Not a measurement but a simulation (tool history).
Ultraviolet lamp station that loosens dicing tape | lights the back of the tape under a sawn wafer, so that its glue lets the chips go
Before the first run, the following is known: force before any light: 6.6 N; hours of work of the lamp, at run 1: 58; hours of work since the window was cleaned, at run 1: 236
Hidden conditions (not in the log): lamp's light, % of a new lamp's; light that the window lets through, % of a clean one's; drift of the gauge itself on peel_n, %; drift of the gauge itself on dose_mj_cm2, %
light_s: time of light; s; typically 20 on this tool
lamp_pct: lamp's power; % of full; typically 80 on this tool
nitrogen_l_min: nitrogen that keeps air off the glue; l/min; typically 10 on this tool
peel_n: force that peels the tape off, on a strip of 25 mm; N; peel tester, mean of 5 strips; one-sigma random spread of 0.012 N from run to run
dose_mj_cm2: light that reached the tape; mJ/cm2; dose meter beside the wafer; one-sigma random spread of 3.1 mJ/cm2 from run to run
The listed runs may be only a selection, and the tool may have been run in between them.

run,day,light_s,lamp_pct,nitrogen_l_min,hours of work of the lamp,hours of work since the window was cleaned,peel_n,dose_mj_cm2
1,0,20,80,10,58,236,0.694,412
2,0.304,20,80,8,62,239,0.787,412
3,0.771,20,80,8,67,244,0.763,415
4,1.1,20,80,8,71,248,0.824,404
5,1.533,20,80,10,76,253,0.693,410
6,1.9,20,80,10,80,257,0.718,404
7,2.142,13,77,17,82,260,1.133,255
8,2.467,10,72,5,86,263,2.874,182
9,2.938,10,72,5,91,269,2.922,183
10,3.192,20,66,10,94,272,0.984,333
11,3.538,35,79,10,98,275,0.284,686

Forecast each of these 4 alternatives for the next run:
A,3.821,20,74,10,101,279,?,?
B,3.821,28,79,5,101,279,?,?
C,3.821,23,80,10,101,279,?,?
D,3.821,35,75,11,101,279,?,?

run,peel_n,dose_mj_cm2
A,0.791,367
B,0.672,552
C,0.579,452
D,0.304,657
Take away the tool's hidden state, keep each run's random variation, and the runs would have read:
run,peel_n,dose_mj_cm2
A,0.612,425
B,0.519,639
C,0.452,524
D,0.264,761
